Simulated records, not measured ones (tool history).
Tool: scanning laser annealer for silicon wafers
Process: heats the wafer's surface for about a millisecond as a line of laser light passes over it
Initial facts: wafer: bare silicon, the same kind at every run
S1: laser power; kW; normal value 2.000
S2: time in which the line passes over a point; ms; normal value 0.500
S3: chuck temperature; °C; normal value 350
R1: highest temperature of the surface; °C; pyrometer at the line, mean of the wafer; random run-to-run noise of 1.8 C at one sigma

| run | hour | S1 | S2 | S3 | R1 |
|---|---|---|---|---|---|
| 1 | 0.0 | 2.000 | 0.500 | 350 | 1031 |
| 2 | 73.1 | 2.000 | 0.500 | 350 | 1028 |
| 3 | 139.6 | 2.000 | 0.500 | 350 | 1025 |
|  | 198.3 | window over the wafer cleaned |
| 4 | 239.8 | 2.000 | 0.500 | 350 | 1077 |
| 5 | 285.9 | 2.000 | 0.500 | 350 | 1078 |
| 6 | 327.6 | 2.000 | 0.500 | 350 | 1075 |
| 7 | 368.3 | 2.000 | 0.543 | 350 | 1110 |
| 8 | 412.3 | 2.162 | 0.500 | 350 | 1138 |
| 9 | 497.7 | 2.162 | 0.500 | 350 | 1133 |
| 10 | 576.4 | 2.162 | 0.500 | 350 | 1131 |
| 11 | 672.4 | 2.162 | 0.500 | 350 | 1121 |
| 12 | 763.0 | 2.162 | 0.430 | 350 | 1053 |
| 13 | 821.0 | 2.000 | 0.500 | 350 | 1054 |
| 14 | 879.9 | 2.000 | 0.500 | 350 | 1048 |
| 15 | 976.7 | 2.000 | 0.500 | 343 | 1044 |
| 16 | 1063.8 | 2.000 | 0.500 | 343 | 1035 |
| 17 | 1118.4 | 2.000 | 0.500 | 343 | 1033 |
|  | 1161.2 | optics aligned, line set to its width |
| 18 | 1182.3 | 2.000 | 0.425 | 350 | 983 |
| 19 | 1249.5 | 2.000 | 0.425 | 350 | 979 |
|  | 1306.4 | window over the wafer cleaned |
| 20 | 1350.4 | 2.000 | 0.425 | 350 | 1018 |
| 21 | 1419.2 | 2.159 | 0.411 | 340 | 1053 |
| 22 | 1485.4 | 2.000 | 0.524 | 320 | 1069 |
| 23 | 1577.8 | 1.943 | 0.532 | 327 | 1051 |
| 24 | 1650.4 | 1.835 | 0.500 | 347 | 1000 |
| 25 | 1728.8 | 1.835 | 0.500 | 347 | 995 |
| 26 | 1787.3 | 1.835 | 0.500 | 347 | 993 |
| 27 | 1878.4 | 1.940 | 0.566 | 347 | 1084 |
| 28 | 1978.5 | 1.908 | 0.500 | 321 | 991 |
| 29 | 2075.8 | 1.889 | 0.517 | 318 | 988 |
| 30 | 2148.4 | 2.055 | 0.517 | 388 | 1128 |
| 31 | 2209.5 | 2.055 | 0.517 | 388 | 1122 |
| 32 | 2280.3 | 1.828 | 0.500 | 336 | 959 |
| 33 | 2372.4 | 2.000 | 0.446 | 350 | 995 |
|  | 2406.9 | window over the wafer cleaned |
| 34 | 2465.0 | 2.000 | 0.446 | 350 | 1038 |
| 35 | 2542.6 | 1.969 | 0.500 | 319 | 1037 |
| 36 | 2617.7 | 1.921 | 0.500 | 350 | 1045 |
| 37 | 2695.8 | 2.013 | 0.370 | 370 | 982 |

Predict each of these 5 candidate next runs independently; none follows another, all start after run 37:
| A | 2784.0 | 1.829 | 0.442 | 343 | ? |
| B | 2784.0 | 1.725 | 0.350 | 349 | ? |
| C | 2784.0 | 1.841 | 0.370 | 356 | ? |
| D | 2784.0 | 1.709 | 0.371 | 350 | ? |
| E | 2784.0 | 1.977 | 0.354 | 385 | ? |

| run | R1 |
|---|---|
| A | 949 |
| B | 843 |
| C | 903 |
| D | 853 |
| E | 966 |
Without the tool's unlogged condition, the same runs would have read:
| run | R1 |
|---|---|
| A | 955 |
| B | 849 |
| C | 909 |
| D | 858 |
| E | 972 |
